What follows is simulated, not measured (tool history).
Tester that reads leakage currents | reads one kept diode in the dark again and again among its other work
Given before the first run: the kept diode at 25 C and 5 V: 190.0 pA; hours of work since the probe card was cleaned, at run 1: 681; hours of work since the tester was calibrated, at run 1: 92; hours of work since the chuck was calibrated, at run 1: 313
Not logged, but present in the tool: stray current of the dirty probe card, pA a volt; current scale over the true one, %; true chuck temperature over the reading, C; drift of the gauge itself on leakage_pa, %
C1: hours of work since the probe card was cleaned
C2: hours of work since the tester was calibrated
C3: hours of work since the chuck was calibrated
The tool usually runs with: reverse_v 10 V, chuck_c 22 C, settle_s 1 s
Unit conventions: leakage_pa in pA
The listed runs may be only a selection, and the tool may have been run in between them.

Run 1, day 0: usual settings; C1 681; C2 92; C3 313. Result: leakage_pa 213.56 pA.
Run 2, day 2.479: usual settings; C1 716; C2 127; C3 348. Result: leakage_pa 215.43 pA.
Run 3, day 5.704: usual settings but reverse_v 1.3 V; C1 761; C2 172; C3 393. Result: leakage_pa 77.84 pA.
Run 4, day 7.5: usual settings but reverse_v 1.3 V; C1 786; C2 198; C3 418. Result: leakage_pa 78.01 pA.
Run 5, day 11.329: usual settings but reverse_v 1.3 V; C1 840; C2 251; C3 472. Result: leakage_pa 78.12 pA.
Run 6, day 13.596: usual settings but reverse_v 1.3 V; C1 872; C2 283; C3 504. Result: leakage_pa 78.1 pA.
Run 7, day 15.225: usual settings but reverse_v 1.3 V; C1 895; C2 306; C3 527. Result: leakage_pa 78.06 pA.
Run 8, day 17.296: usual settings but reverse_v 1.3 V; C1 924; C2 335; C3 556. Result: leakage_pa 78.32 pA.
Run 9, day 19.646: usual settings but reverse_v 1.3 V; C1 957; C2 368; C3 589. Result: leakage_pa 77.75 pA.
Run 10, day 23.483: usual settings but reverse_v 1.1 V, chuck_c 50 C; C1 1011; C2 422; C3 642. Result: leakage_pa 547.11 pA.
Run 11, day 25.346: usual settings but reverse_v 1.1 V, chuck_c 50 C; C1 1037; C2 448; C3 669. Result: leakage_pa 547.42 pA.
At day 26.554: chuck's temperature calibrated.
Run 12, day 29.129: usual settings but reverse_v 8.6 V, chuck_c 58 C, settle_s 1.59 s; C1 1089; C2 500; C3 36. Result: leakage_pa 2513.64 pA.
Run 13, day 32.571: usual settings but reverse_v 8.6 V, chuck_c 58 C, settle_s 1.59 s; C1 1137; C2 548; C3 84. Result: leakage_pa 2519.66 pA.
Run 14, day 35.796: usual settings but reverse_v 9.8 V, settle_s 0.9 s; C1 1182; C2 594; C3 130. Result: leakage_pa 212.12 pA.
Run 15, day 38.167: usual settings but reverse_v 9.8 V, settle_s 0.9 s; C1 1215; C2 627; C3 163. Result: leakage_pa 211.78 pA.
Run 16, day 41.317: usual settings but reverse_v 9.8 V, settle_s 0.9 s; C1 1260; C2 671; C3 207. Result: leakage_pa 213.33 pA.
Run 17, day 43.629: usual settings but reverse_v 9.8 V, settle_s 0.9 s; C1 1292; C2 703; C3 240. Result: leakage_pa 212.01 pA.

Forecast each of these 5 alternatives for the next run:
Run A, day 46.679: usual settings but reverse_v 1.1 V, settle_s 0.35 s; C1 1335; C2 746; C3 282. Result: leakage_pa ?.
Run B, day 46.679: usual settings but reverse_v 9.8 V, chuck_c 50 C, settle_s 0.9 s; C1 1335; C2 746; C3 282. Result: leakage_pa ?.
Run C, day 46.679: usual settings but reverse_v 9.8 V, chuck_c 32 C, settle_s 0.9 s; C1 1335; C2 746; C3 282. Result: leakage_pa ?.
Run D, day 46.679: usual settings but reverse_v 4.5 V, chuck_c 38 C, settle_s 2.57 s; C1 1335; C2 746; C3 282. Result: leakage_pa ?.
Run E, day 46.679: usual settings but reverse_v 7 V; C1 1335; C2 746; C3 282. Result: leakage_pa ?.

run  leakage_pa
  A       72.86
  B     1600.42
  C      455.48
  D      477.45
  E      179.62
Stripped of hidden state, with their random variation kept, the same runs would have yielded:
run  leakage_pa
  A        72.9
  B      1601.5
  C      455.63
  D      477.75
  E       179.6
